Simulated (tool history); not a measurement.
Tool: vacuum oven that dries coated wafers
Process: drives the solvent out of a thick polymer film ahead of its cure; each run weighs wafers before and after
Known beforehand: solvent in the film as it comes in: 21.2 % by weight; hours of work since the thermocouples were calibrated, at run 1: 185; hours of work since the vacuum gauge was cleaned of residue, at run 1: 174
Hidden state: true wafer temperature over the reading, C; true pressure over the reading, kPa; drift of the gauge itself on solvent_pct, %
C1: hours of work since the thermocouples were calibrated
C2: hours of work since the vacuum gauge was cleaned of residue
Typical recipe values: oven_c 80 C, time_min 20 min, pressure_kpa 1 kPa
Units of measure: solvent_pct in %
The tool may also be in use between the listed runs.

Run 1, hour 0: usual settings; C1 185; C2 174. Result: solvent_pct 1.35 %.
Run 2, hour 8.1: usual settings; C1 189; C2 178. Result: solvent_pct 1.29 %.
Run 3, hour 24.8: usual settings; C1 197; C2 187. Result: solvent_pct 1.24 %.
Run 4, hour 36.5: usual settings; C1 203; C2 193. Result: solvent_pct 1.32 %.
Run 5, hour 50.5: usual settings; C1 210; C2 200. Result: solvent_pct 1.22 %.
Run 6, hour 60: usual settings; C1 215; C2 205. Result: solvent_pct 1.13 %.
Run 7, hour 67.3: usual settings but oven_c 91 C; C1 219; C2 208. Result: solvent_pct 0.49 %.
Run 8, hour 74.4: usual settings but oven_c 91 C; C1 222; C2 212. Result: solvent_pct 0.46 %.
Run 9, hour 82.5: usual settings; C1 226; C2 216. Result: solvent_pct 1.37 %.
Run 10, hour 98: usual settings; C1 234; C2 224. Result: solvent_pct 1.28 %.
Run 11, hour 107.3: usual settings; C1 239; C2 229. Result: solvent_pct 1.25 %.
Run 12, hour 114.8: usual settings; C1 243; C2 232. Result: solvent_pct 1.28 %.
Run 13, hour 126.5: usual settings but time_min 14 min; C1 249; C2 238. Result: solvent_pct 2.32 %.
Run 14, hour 139: usual settings but oven_c 84 C, time_min 10 min, pressure_kpa 3.21 kPa; C1 255; C2 245. Result: solvent_pct 3.65 %.
Run 15, hour 152.4: usual settings but oven_c 84 C, time_min 10 min, pressure_kpa 3.21 kPa; C1 262; C2 251. Result: solvent_pct 3.59 %.
Run 16, hour 160.6: usual settings but oven_c 66 C; C1 266; C2 256. Result: solvent_pct 5.92 %.
Run 17, hour 167.7: usual settings but oven_c 77 C, pressure_kpa 1.13 kPa; C1 270; C2 259. Result: solvent_pct 1.94 %.
Run 18, hour 179.5: usual settings but oven_c 77 C, pressure_kpa 1.13 kPa; C1 276; C2 265. Result: solvent_pct 1.97 %.
Run 19, hour 191.1: usual settings but oven_c 82 C, time_min 26 min, pressure_kpa 3.22 kPa; C1 282; C2 271. Result: solvent_pct 2.05 %.
Run 20, hour 202.5: usual settings but oven_c 95 C, pressure_kpa 1.23 kPa; C1 287; C2 277. Result: solvent_pct 0.5 %.
Run 21, hour 217.7: usual settings but oven_c 95 C, pressure_kpa 1.23 kPa; C1 295; C2 285. Result: solvent_pct 0.5 %.
Run 22, hour 231.1: usual settings but oven_c 86 C, time_min 17 min, pressure_kpa 0.7 kPa; C1 302; C2 291. Result: solvent_pct 0.58 %.
Run 23, hour 241.3: usual settings but oven_c 86 C, time_min 17 min, pressure_kpa 0.7 kPa; C1 307; C2 297. Result: solvent_pct 0.65 %.
Run 24, hour 249.2: usual settings but oven_c 86 C, time_min 17 min, pressure_kpa 0.7 kPa; C1 311; C2 301. Result: solvent_pct 0.58 %.
Run 25, hour 259.8: usual settings but oven_c 84 C, time_min 35 min, pressure_kpa 0.7 kPa; C1 316; C2 306. Result: solvent_pct 0.41 %.

Here are 3 independent what-if runs from the current tool condition. What would each one return?
Run A, hour 274.4: usual settings but oven_c 75 C, time_min 35 min, pressure_kpa 2.49 kPa; C1 324; C2 313. Result: solvent_pct ?.
Run B, hour 274.4: usual settings but oven_c 79 C, time_min 35 min, pressure_kpa 0.7 kPa; C1 324; C2 313. Result: solvent_pct ?.
Run C, hour 274.4: usual settings but oven_c 83 C; C1 324; C2 313. Result: solvent_pct ?.

run  solvent_pct
  A         2.38
  B         0.57
  C         0.87
Take away the tool's hidden state, keep each run's random variation, and the runs would have read:
run  solvent_pct
  A         2.37
  B         0.57
  C         0.86
